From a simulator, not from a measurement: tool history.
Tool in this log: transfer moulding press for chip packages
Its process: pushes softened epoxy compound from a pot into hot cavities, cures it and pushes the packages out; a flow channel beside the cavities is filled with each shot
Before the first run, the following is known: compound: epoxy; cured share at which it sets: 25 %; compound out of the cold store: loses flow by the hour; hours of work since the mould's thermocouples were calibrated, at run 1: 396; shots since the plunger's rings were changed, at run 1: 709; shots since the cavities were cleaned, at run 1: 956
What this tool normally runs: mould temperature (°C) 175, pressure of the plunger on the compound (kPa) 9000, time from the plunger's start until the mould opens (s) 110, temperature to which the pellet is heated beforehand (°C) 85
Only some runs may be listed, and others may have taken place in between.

run	hour	mould temperature (°C)	pressure of the plunger on the compound (kPa)	time from the plunger's start until the mould opens (s)	temperature to which the pellet is heated beforehand (°C)	hours of work since the mould's thermocouples were calibrated	shots since the plunger's rings were changed	shots since the cavities were cleaned	incoming compound's hours out of the cold store	length that the compound runs in the flow channel (mm)	greatest force on the pins that push the packages out (N)
1	0.0	175	9000	110	85	396	709	956	40.4	547	332
# hour 9.1: cavities cleaned with cleaning compound and waxed
2	24.7	175	9000	110	85	406	880	115	19.7	633	248
3	45.5	175	7490	110	85	415	1034	269	42.5	491	259
4	75.5	175	9000	110	85	427	1256	491	37.2	557	297
5	108.6	175	9000	110	85	441	1500	735	25.0	608	320
6	131.1	175	9000	110	85	451	1666	901	43.6	531	333
# hour 146.9: cavities cleaned with cleaning compound and waxed
7	153.2	175	9000	110	85	460	1819	47	13.7	653	233
# hour 199.1: mould's thermocouples calibrated
8	201.4	175	9000	110	85	1	2160	388	45.4	521	280
9	248.7	175	9000	110	85	21	2509	737	29.6	578	317
10	275.2	175	9000	110	87	32	2705	933	29.4	580	322
# hour 287.3: cavities cleaned with cleaning compound and waxed
11	320.3	175	9000	110	87	51	3027	244	22.9	604	251
12	339.9	175	9000	110	85	59	3172	389	40.9	530	279
# hour 372.3: mould's thermocouples calibrated, once more
13	372.3	175	9000	110	85	0	3396	613	32.7	567	323
# hour 391.5: plunger's sealing rings changed
14	420.4	175	9000	110	85	19	213	950	26.3	610	343
# hour 428.2: cavities cleaned with cleaning compound and waxed
15	446.3	175	10240	110	85	30	394	134	29.9	635	274
16	466.2	175	6840	110	85	38	541	281	11.9	588	295
17	501.6	175	6840	110	85	53	802	542	42.8	469	311
18	522.5	175	9000	120	76	62	956	696	22.2	622	306
# hour 566.5: cavities cleaned with cleaning compound and waxed
19	568.7	168	9000	110	94	81	1286	15	32.8	595	340

Estimate the outcome of run 20 from the log above:
20	591.8	168	9000	110	94	91	1457	186	24.9	?	?

length that the compound runs in the flow channel (mm): 633
greatest force on the pins that push the packages out (N): 393
Had the tool carried no hidden state, the very same run would have given length that the compound runs in the flow channel (mm) 642, greatest force on the pins that push the packages out (N) 335.
